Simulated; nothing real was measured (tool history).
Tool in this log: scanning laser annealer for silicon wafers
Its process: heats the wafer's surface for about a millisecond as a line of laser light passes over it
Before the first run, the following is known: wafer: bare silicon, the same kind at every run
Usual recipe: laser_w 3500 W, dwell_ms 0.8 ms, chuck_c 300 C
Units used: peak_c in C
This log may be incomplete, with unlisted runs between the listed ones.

run	hour	laser_w	dwell_ms	chuck_c	peak_c
1	0	3500	0.8	300	1117
2	7.8	3500	0.8	300	1115
3	18.6	3500	0.8	300	1120
4	26.3	3500	0.8	300	1116
5	31.5	3633	0.8	300	1150
6	37	3500	0.8	300	1118
7	43.9	3500	0.8	300	1116
8	53.2	3500	0.8	300	1117
9	64.8	3152	0.68	306	962
10	75.9	3819	0.731	300	1158
11	82.4	3144	0.85	317	1061
12	90.7	3834	0.889	317	1284
13	98.5	3834	0.889	317	1279
14	109.3	3624	0.988	300	1256

Predict each of these 4 candidate next runs independently; none follows another, all start after run 14:
A	118.8	3624	0.988	264	?
B	118.8	3368	0.794	336	?
C	118.8	3592	0.708	293	?
D	118.8	3778	0.78	312	?

run	peak_c
A	1222
B	1112
C	1077
D	1191
Without the tool's hidden state the same runs would have given:
run	peak_c
A	1223
B	1112
C	1077
D	1191
